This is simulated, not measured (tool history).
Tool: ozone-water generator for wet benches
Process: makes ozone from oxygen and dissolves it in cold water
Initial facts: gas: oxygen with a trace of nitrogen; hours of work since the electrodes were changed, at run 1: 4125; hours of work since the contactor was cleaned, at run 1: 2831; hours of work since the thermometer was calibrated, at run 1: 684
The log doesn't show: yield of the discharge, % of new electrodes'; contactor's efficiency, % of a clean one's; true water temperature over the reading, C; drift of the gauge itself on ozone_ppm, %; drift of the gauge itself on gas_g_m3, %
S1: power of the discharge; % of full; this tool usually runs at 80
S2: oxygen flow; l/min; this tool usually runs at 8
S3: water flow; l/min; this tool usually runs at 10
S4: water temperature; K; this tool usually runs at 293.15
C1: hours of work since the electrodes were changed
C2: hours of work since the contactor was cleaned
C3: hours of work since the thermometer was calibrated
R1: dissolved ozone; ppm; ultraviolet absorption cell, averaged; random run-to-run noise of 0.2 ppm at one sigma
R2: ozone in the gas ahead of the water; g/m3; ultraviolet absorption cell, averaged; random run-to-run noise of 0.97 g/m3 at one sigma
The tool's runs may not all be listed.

| run | day | S1 | S2 | S3 | S4 | C1 | C2 | C3 | R1 | R2 |
|---|---|---|---|---|---|---|---|---|---|---|
| 1 | 0 | 80 | 8 | 10 | 293.15 | 4125 | 2831 | 684 | 26.4 | 156 |
| 2 | 5.825 | 80 | 8 | 9 | 293.15 | 4250 | 2957 | 809 | 27.8 | 154.3 |
| 3 | 10.621 | 80 | 8 | 9 | 293.15 | 4353 | 3060 | 912 | 27.9 | 154.1 |
| 4 | 15.683 | 80 | 8 | 9 | 293.15 | 4462 | 3169 | 1021 | 27.8 | 152.8 |
| 5 | 21.142 | 80 | 8 | 9 | 293.15 | 4580 | 3286 | 1139 | 27.8 | 151.7 |
|  | 21.8 | contactor cleaned |
| 6 | 27.608 | 80 | 8 | 9 | 293.15 | 4715 | 125 | 1274 | 27.5 | 150.4 |
| 7 | 32.242 | 80 | 8 | 15 | 291.15 | 4815 | 225 | 1374 | 20 | 152.4 |

What will run 8 give?
| 8 | 37.492 | 80 | 8 | 15 | 291.15 | 4928 | 338 | 1487 | ? | ? |

R1: 19.9 ppm
R2: 151.7 g/m3
Take away the tool's hidden state, keep the run-to-run variation as it was, and the same run would have given R1 23.4 ppm, R2 168.1 g/m3.
